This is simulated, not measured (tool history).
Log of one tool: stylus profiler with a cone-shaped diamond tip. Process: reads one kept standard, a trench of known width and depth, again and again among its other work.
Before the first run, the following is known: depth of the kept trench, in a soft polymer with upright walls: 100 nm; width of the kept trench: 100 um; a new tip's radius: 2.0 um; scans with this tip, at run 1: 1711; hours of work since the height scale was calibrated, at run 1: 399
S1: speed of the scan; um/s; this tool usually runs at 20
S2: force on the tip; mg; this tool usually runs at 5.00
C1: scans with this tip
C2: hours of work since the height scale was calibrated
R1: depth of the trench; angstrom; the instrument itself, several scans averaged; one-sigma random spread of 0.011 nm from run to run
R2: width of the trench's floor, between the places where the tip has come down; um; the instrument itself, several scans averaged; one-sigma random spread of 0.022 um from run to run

{"run": 1, "day": 0.0, "S1": 20, "S2": 5.0, "C1": 1711, "C2": 399, "R1": 1014.4, "R2": 98.7}
{"run": 2, "day": 0.858, "S1": 20, "S2": 2.98, "C1": 1777, "C2": 415, "R1": 1010.1, "R2": 98.66}
{"run": 3, "day": 1.338, "S1": 20, "S2": 2.98, "C1": 1814, "C2": 423, "R1": 1010.1, "R2": 98.66}
{"run": 4, "day": 2.212, "S1": 20, "S2": 2.98, "C1": 1881, "C2": 439, "R1": 1010.2, "R2": 98.7}
{"run": 5, "day": 2.767, "S1": 20, "S2": 7.29, "C1": 1923, "C2": 449, "R1": 1018.7, "R2": 98.65}
{"run": 6, "day": 3.788, "S1": 20, "S2": 7.29, "C1": 2001, "C2": 467, "R1": 1018.6, "R2": 98.66}
{"run": 7, "day": 4.638, "S1": 20, "S2": 4.79, "C1": 2066, "C2": 482, "R1": 1013.8, "R2": 98.73}
{"run": 8, "day": 5.292, "S1": 20, "S2": 6.15, "C1": 2116, "C2": 493, "R1": 1016.8, "R2": 98.68}
{"run": 9, "day": 6.15, "S1": 10, "S2": 6.15, "C1": 2181, "C2": 509, "R1": 1016.7, "R2": 98.71}
{"run": 10, "day": 6.712, "S1": 20, "S2": 5.0, "C1": 2224, "C2": 519, "R1": 1014.4, "R2": 98.7}
{"run": 11, "day": 7.275, "S1": 20, "S2": 5.0, "C1": 2267, "C2": 529, "R1": 1014.7, "R2": 98.67}
{"run": 12, "day": 7.917, "S1": 20, "S2": 5.0, "C1": 2316, "C2": 540, "R1": 1014.4, "R2": 98.65}
{"run": 13, "day": 8.392, "S1": 20, "S2": 5.0, "C1": 2353, "C2": 549, "R1": 1014.8, "R2": 98.69}
{"run": 14, "day": 9.358, "S1": 20, "S2": 5.0, "C1": 2427, "C2": 566, "R1": 1014.3, "R2": 98.68}
{"run": 15, "day": 10.204, "S1": 20, "S2": 5.0, "C1": 2491, "C2": 581, "R1": 1014.6, "R2": 98.68}
{"run": 16, "day": 10.629, "S1": 20, "S2": 5.0, "C1": 2524, "C2": 589, "R1": 1014.4, "R2": 98.65}
{"run": 17, "day": 11.4, "S1": 20, "S2": 5.0, "C1": 2582, "C2": 602, "R1": 1014.7, "R2": 98.68}
{"run": 18, "day": 11.954, "S1": 20, "S2": 5.0, "C1": 2625, "C2": 612, "R1": 1014.4, "R2": 98.65}
{"run": 19, "day": 12.812, "S1": 20, "S2": 5.0, "C1": 2691, "C2": 628, "R1": 1014.4, "R2": 98.68}
{"run": 20, "day": 13.742, "S1": 20, "S2": 5.0, "C1": 2762, "C2": 644, "R1": 1014.6, "R2": 98.73}
{"run": 21, "day": 14.575, "S1": 20, "S2": 5.86, "C1": 2825, "C2": 659, "R1": 1016.2, "R2": 98.66}
{"run": 22, "day": 15.254, "S1": 20, "S2": 5.86, "C1": 2877, "C2": 671, "R1": 1016.0, "R2": 98.66}
{"run": 23, "day": 15.825, "S1": 20, "S2": 5.86, "C1": 2921, "C2": 681, "R1": 1016.0, "R2": 98.63}
{"run": 24, "day": 16.354, "S1": 20, "S2": 5.02, "C1": 2961, "C2": 691, "R1": 1014.6, "R2": 98.68}
{"run": 25, "day": 17.25, "S1": 11, "S2": 1.95, "C1": 3030, "C2": 707, "R1": 1007.8, "R2": 98.7}
{"run": 26, "day": 17.696, "S1": 11, "S2": 1.95, "C1": 3064, "C2": 715, "R1": 1007.7, "R2": 98.69}
{"run": 27, "day": 18.379, "S1": 28, "S2": 3.62, "C1": 3116, "C2": 727, "R1": 1011.8, "R2": 98.62}
{"run": 28, "day": 19.338, "S1": 25, "S2": 10.69, "C1": 3189, "C2": 744, "R1": 1024.1, "R2": 98.71}
{"run": 29, "day": 20.221, "S1": 23, "S2": 13.66, "C1": 3257, "C2": 760, "R1": 1028.6, "R2": 98.7}
{"run": 30, "day": 20.817, "S1": 63, "S2": 2.59, "C1": 3302, "C2": 770, "R1": 1009.4, "R2": 98.47}
{"run": 31, "day": 21.588, "S1": 63, "S2": 2.59, "C1": 3361, "C2": 784, "R1": 1009.5, "R2": 98.46}
{"run": 32, "day": 22.25, "S1": 63, "S2": 2.59, "C1": 3412, "C2": 796, "R1": 1009.5, "R2": 98.45}
{"run": 33, "day": 22.729, "S1": 63, "S2": 2.59, "C1": 3448, "C2": 804, "R1": 1009.3, "R2": 98.45}
{"run": 34, "day": 23.292, "S1": 63, "S2": 2.59, "C1": 3491, "C2": 814, "R1": 1009.3, "R2": 98.45}
{"run": 35, "day": 24.275, "S1": 6, "S2": 6.15, "C1": 3567, "C2": 832, "R1": 1016.9, "R2": 98.72}
{"run": 36, "day": 25.096, "S1": 6, "S2": 6.15, "C1": 3629, "C2": 846, "R1": 1016.6, "R2": 98.65}
{"run": 37, "day": 25.538, "S1": 15, "S2": 1.84, "C1": 3663, "C2": 854, "R1": 1007.4, "R2": 98.66}
{"run": 38, "day": 26.058, "S1": 15, "S2": 1.84, "C1": 3703, "C2": 864, "R1": 1007.4, "R2": 98.67}
{"day": 26.417, "done": "height scale calibrated on a step standard"}
{"run": 39, "day": 26.658, "S1": 49, "S2": 1.92, "C1": 3747, "C2": 4, "R1": 1007.8, "R2": 98.48}
{"run": 40, "day": 27.575, "S1": 14, "S2": 8.61, "C1": 3817, "C2": 21, "R1": 1020.7, "R2": 98.72}
{"run": 41, "day": 28.467, "S1": 14, "S2": 8.61, "C1": 3885, "C2": 37, "R1": 1020.9, "R2": 98.7}
{"run": 42, "day": 29.375, "S1": 43, "S2": 3.29, "C1": 3955, "C2": 53, "R1": 1010.9, "R2": 98.58}
{"run": 43, "day": 30.158, "S1": 43, "S2": 3.29, "C1": 4015, "C2": 67, "R1": 1010.8, "R2": 98.59}
{"run": 44, "day": 30.975, "S1": 43, "S2": 3.29, "C1": 4077, "C2": 81, "R1": 1011.1, "R2": 98.56}
{"run": 45, "day": 32.008, "S1": 70, "S2": 11.39, "C1": 4156, "C2": 100, "R1": 1025.1, "R2": 98.61}
{"run": 46, "day": 32.725, "S1": 46, "S2": 1.78, "C1": 4211, "C2": 112, "R1": 1007.2, "R2": 98.47}
{"run": 47, "day": 33.254, "S1": 25, "S2": 12.6, "C1": 4251, "C2": 122, "R1": 1026.9, "R2": 98.68}

Describe how what the log doesn't record of the tool's condition differs between the last listed run preceding each entry between runs and the first listed run following it.
From run 38 to run 39: height scale calibrated on a step standard (day 26.417)
  height scale over the true one, %: 0.007 -> -0.002
